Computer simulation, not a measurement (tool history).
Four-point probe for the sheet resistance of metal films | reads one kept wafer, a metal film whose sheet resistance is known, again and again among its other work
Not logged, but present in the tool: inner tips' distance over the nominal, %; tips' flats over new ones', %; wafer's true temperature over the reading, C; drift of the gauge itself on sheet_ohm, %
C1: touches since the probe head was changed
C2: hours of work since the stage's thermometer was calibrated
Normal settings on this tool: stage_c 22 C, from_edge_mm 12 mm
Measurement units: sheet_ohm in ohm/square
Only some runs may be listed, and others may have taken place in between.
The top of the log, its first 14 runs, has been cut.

Run 15, hour 367.5: usual settings but stage_c 33 C; C1 41792; C2 1029. Result: sheet_ohm 0.060794 ohm/square.
Run 16, hour 392.3: usual settings but stage_c 33 C; C1 43245; C2 1046. Result: sheet_ohm 0.060800 ohm/square.
Run 17, hour 423.8: usual settings; C1 45092; C2 1068. Result: sheet_ohm 0.060699 ohm/square.
Run 18, hour 443.3: usual settings; C1 46236; C2 1082. Result: sheet_ohm 0.060698 ohm/square.
Run 19, hour 469.8: usual settings but stage_c 24 C; C1 47792; C2 1100. Result: sheet_ohm 0.060725 ohm/square.
Run 20, hour 497.7: usual settings but stage_c 28 C, from_edge_mm 4 mm; C1 49429; C2 1120. Result: sheet_ohm 0.061502 ohm/square.
Run 21, hour 530.5: usual settings but stage_c 26 C; C1 51352; C2 1143. Result: sheet_ohm 0.060745 ohm/square.
Run 22, hour 565.6: usual settings but stage_c 20 C, from_edge_mm 4 mm; C1 53416; C2 1167. Result: sheet_ohm 0.061400 ohm/square.
Run 23, hour 591.4: usual settings but stage_c 28 C; C1 54926; C2 1185. Result: sheet_ohm 0.060771 ohm/square.
Run 24, hour 616.9: usual settings but stage_c 28 C; C1 56426; C2 1203. Result: sheet_ohm 0.060786 ohm/square.
Run 25, hour 644.9: usual settings but stage_c 19 C, from_edge_mm 65 mm; C1 58067; C2 1223. Result: sheet_ohm 0.060587 ohm/square.
Run 26, hour 679.5: usual settings but stage_c 19 C, from_edge_mm 65 mm; C1 60097; C2 1247. Result: sheet_ohm 0.060593 ohm/square.
Run 27, hour 710.2: usual settings but stage_c 29 C, from_edge_mm 50 mm; C1 61901; C2 1268. Result: sheet_ohm 0.060717 ohm/square.
Run 28, hour 743.8: usual settings but stage_c 20 C, from_edge_mm 68 mm; C1 63870; C2 1292. Result: sheet_ohm 0.060625 ohm/square.
Run 29, hour 777.5: usual settings but stage_c 20 C, from_edge_mm 5 mm; C1 65845; C2 1315. Result: sheet_ohm 0.061154 ohm/square.
Run 30, hour 792.0: usual settings but stage_c 28 C; C1 66699; C2 1325. Result: sheet_ohm 0.060817 ohm/square.
Run 31, hour 819.3: usual settings but stage_c 28 C; C1 68298; C2 1344. Result: sheet_ohm 0.060791 ohm/square.
Run 32, hour 847.8: usual settings but stage_c 32 C, from_edge_mm 4 mm; C1 69972; C2 1364. Result: sheet_ohm 0.061578 ohm/square.
Run 33, hour 862.3: usual settings but stage_c 23 C, from_edge_mm 4 mm; C1 70823; C2 1374. Result: sheet_ohm 0.061517 ohm/square.
Run 34, hour 887.6: usual settings but stage_c 23 C, from_edge_mm 4 mm; C1 72308; C2 1392. Result: sheet_ohm 0.061475 ohm/square.
Run 35, hour 903.3: usual settings but stage_c 26 C; C1 73228; C2 1403. Result: sheet_ohm 0.060801 ohm/square.

Forecast run 36:
Run 36, hour 935.3: usual settings but from_edge_mm 19 mm; C1 75104; C2 1425. Result: sheet_ohm ?.

sheet_ohm: 0.060717 ohm/square
Take away the tool's hidden state, keep the run-to-run variation as it was, and the same run would have given sheet_ohm 0.060639 ohm/square.

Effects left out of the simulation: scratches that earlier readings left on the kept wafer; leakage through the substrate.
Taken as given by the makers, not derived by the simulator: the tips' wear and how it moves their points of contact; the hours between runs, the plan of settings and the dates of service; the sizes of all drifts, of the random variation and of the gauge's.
